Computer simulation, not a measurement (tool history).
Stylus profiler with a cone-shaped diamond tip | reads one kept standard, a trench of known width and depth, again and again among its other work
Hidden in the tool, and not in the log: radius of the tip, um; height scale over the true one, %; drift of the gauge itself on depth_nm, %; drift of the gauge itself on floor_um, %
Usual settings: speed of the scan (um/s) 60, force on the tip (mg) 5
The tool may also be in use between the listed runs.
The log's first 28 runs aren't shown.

run,hour,speed of the scan (um/s),force on the tip (mg),scans with this tip,hours of work since the height scale was calibrated,depth of the trench (nm),width of the trench's floor (um)
29,917.9,197,5,5897,897,101.9,17.79
30,957.8,20,4.07,6008,914,101.69,18.36
31,979.3,20,4.07,6068,923,101.58,18.33
32,1015.6,20,4.07,6169,938,101.84,18.3
33,1059.6,20,4.07,6292,957,101.66,18.3
34,1097.7,40,2.16,6398,973,101.37,18.25
35,1126.9,230,7.75,6479,986,102.44,17.83
36,1155.4,30,2.4,6559,998,101.3,18.28
37,1176,41,3.8,6616,1006,101.73,18.29
38,1207.4,41,3.8,6704,1020,101.64,18.28
39,1250.4,41,6.31,6823,1038,102.32,18.27
40,1296.4,48,6.46,6952,1057,102.34,18.3
41,1316,50,3.45,7006,1066,101.62,18.2
42,1336.9,50,3.45,7064,1075,101.84,18.2
43,1365.8,87,4.27,7145,1087,101.89,18.14
44,1409.6,87,4.27,7267,1105,101.96,18.1
45,1455.7,71,1.83,7396,1125,101.35,18.1
46,1496.1,71,1.83,7508,1142,101.28,17.96
47,1523.7,70,4.48,7585,1154,101.95,18.15

Forecast each of these 3 alternatives for the next run:
A,1560.6,175,1.91,7688,1169,?,?
B,1560.6,118,2.91,7688,1169,?,?
C,1560.6,70,5.65,7688,1169,?,?

run,depth of the trench (nm),width of the trench's floor (um)
A,101.34,17.49
B,101.46,17.86
C,102,18.17
Without the tool's hidden state the same runs would have given:
run,depth of the trench (nm),width of the trench's floor (um)
A,100.8,17.73
B,100.92,18.1
C,101.45,18.41
